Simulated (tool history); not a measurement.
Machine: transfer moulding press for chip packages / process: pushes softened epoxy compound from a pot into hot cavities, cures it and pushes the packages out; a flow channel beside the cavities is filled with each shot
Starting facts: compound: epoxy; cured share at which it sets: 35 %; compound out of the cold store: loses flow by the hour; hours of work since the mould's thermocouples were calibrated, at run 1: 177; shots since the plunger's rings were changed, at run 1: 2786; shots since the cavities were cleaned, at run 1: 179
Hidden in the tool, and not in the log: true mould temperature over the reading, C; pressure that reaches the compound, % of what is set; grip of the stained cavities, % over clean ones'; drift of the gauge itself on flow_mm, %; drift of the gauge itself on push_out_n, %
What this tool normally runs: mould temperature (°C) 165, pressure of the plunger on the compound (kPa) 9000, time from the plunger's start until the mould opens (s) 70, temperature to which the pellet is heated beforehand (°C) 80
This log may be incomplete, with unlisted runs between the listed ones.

run   hour  mould temperature (°C)  pressure of the plunger on the compound (kPa)  time from the plunger's start until the mould opens (s)  temperature to which the pellet is heated beforehand (°C)  hours of work since the mould's thermocouples were calibrated  shots since the plunger's rings were changed  shots since the cavities were cleaned  incoming compound's hours out of the cold store  length that the compound runs in the flow channel (mm)  greatest force on the pins that push the packages out (N)
  1    0.0                     165                                           9000                                                       70                                                         80                                                            177                                          2786                                    179                                             23.6                                                     755                                                        683
  2    4.9                     165                                           9000                                                       70                                                         80                                                            180                                          2844                                    237                                             43.6                                                     699                                                        623
  3   11.3                     165                                           9000                                                       70                                                         80                                                            184                                          2918                                    311                                             47.4                                                     701                                                        635
  4   19.0                     165                                           9000                                                       70                                                         80                                                            188                                          3009                                    402                                             20.1                                                     746                                                        648
  5   24.0                     165                                           9000                                                       70                                                         82                                                            191                                          3068                                    461                                             38.0                                                     711                                                        651
  6   32.0                     165                                           9000                                                       70                                                         82                                                            195                                          3161                                    554                                             29.0                                                     739                                                        645
  7   37.3                     165                                           9000                                                       70                                                         82                                                            198                                          3223                                    616                                             18.0                                                     749                                                        693
  8   47.1                     165                                           9000                                                       70                                                         82                                                            203                                          3337                                    730                                             10.5                                                     769                                                        689
  9   56.0                     165                                           9000                                                       70                                                         82                                                            208                                          3442                                    835                                             43.8                                                     702                                                        640
 10   61.9                     165                                           9000                                                       70                                                         82                                                            212                                          3511                                    904                                             29.8                                                     727                                                        625
      71.3  -- cavities cleaned with cleaning compound and waxed
 11   71.7                     165                                           9000                                                       70                                                         82                                                            216                                          3609                                      5                                             19.5                                                     750                                                        670
      80.1  -- plunger's sealing rings changed
 12   80.8                     165                                           9000                                                       70                                                         82                                                            220                                             8                                     82                                             25.7                                                     739                                                        652
 13   86.0                     165                                           9000                                                       70                                                         82                                                            223                                            68                                    142                                              9.6                                                     774                                                        685
 14   95.1                     165                                           9000                                                       70                                                         82                                                            228                                           175                                    249                                             20.4                                                     748                                                        658
 15  104.6                     165                                           9000                                                       70                                                         72                                                            233                                           286                                    360                                             36.9                                                     718                                                        675
 16  113.0                     165                                           9000                                                       70                                                         72                                                            238                                           385                                    459                                             17.9                                                     752                                                        700
 17  122.4                     165                                           9000                                                       70                                                         72                                                            243                                           495                                    569                                             42.1                                                     715                                                        648
 18  127.5                     165                                           6900                                                       70                                                         76                                                            246                                           555                                    629                                             41.4                                                     622                                                        634
 19  136.9                     165                                           6900                                                       70                                                         76                                                            251                                           664                                    738                                             31.5                                                     638                                                        646
 20  142.1                     165                                           9320                                                       70                                                         81                                                            254                                           726                                    800                                             39.9                                                     728                                                        651
 21  149.7                     165                                          10820                                                       70                                                         87                                                            258                                           814                                    888                                             12.2                                                     841                                                        659
 22  155.3                     171                                          10820                                                       70                                                         82                                                            261                                           880                                    954                                             20.5                                                     802                                                        466
     160.2  -- cavities cleaned with cleaning compound and waxed
 23  160.8                     171                                          10820                                                       70                                                         82                                                            263                                           927                                      7                                             23.4                                                     796                                                        448
 24  166.0                     163                                          10820                                                       66                                                         77                                                            266                                           988                                     68                                             34.8                                                     800                                                        878
 25  173.1                     160                                          10820                                                       66                                                         79                                                            270                                          1071                                    151                                             37.0                                                     808                                                       1162
 26  181.0                     160                                          10820                                                       66                                                         75                                                            274                                          1163                                    243                                             34.1                                                     805                                                       1155
 27  185.7                     165                                          10530                                                       81                                                         80                                                            277                                          1218                                    298                                              8.5                                                     835                                                        495
 28  190.8                     162                                           9220                                                       78                                                         74                                                            280                                          1279                                    359                                             25.7                                                     750                                                        640
 29  194.9                     162                                           9220                                                       78                                                         74                                                            282                                          1327                                    407                                             19.2                                                     779                                                        657

Each row is a separate what-if for the run after 29, all from the same tool condition, not one after another. Results?
  A  201.8                     165                                           8260                                                       68                                                         88                                                            286                                          1407                                    487                                             46.3                                                       ?                                                          ?
  B  201.8                     167                                           9000                                                      107                                                         80                                                            286                                          1407                                    487                                             21.8                                                       ?                                                          ?
  C  201.8                     165                                           9000                                                       97                                                         80                                                            286                                          1407                                    487                                             19.7                                                       ?                                                          ?
  D  201.8                     162                                           7860                                                       62                                                         88                                                            286                                          1407                                    487                                             19.7                                                       ?                                                          ?

run  length that the compound runs in the flow channel (mm)  greatest force on the pins that push the packages out (N)
  A                                                     669                                                        646
  B                                                     743                                                        423
  C                                                     748                                                        426
  D                                                     720                                                       1078
Stripped of hidden state, with their random variation kept, the same runs would have yielded:
run  length that the compound runs in the flow channel (mm)  greatest force on the pins that push the packages out (N)
  A                                                     669                                                        641
  B                                                     743                                                        419
  C                                                     748                                                        423
  D                                                     720                                                       1069
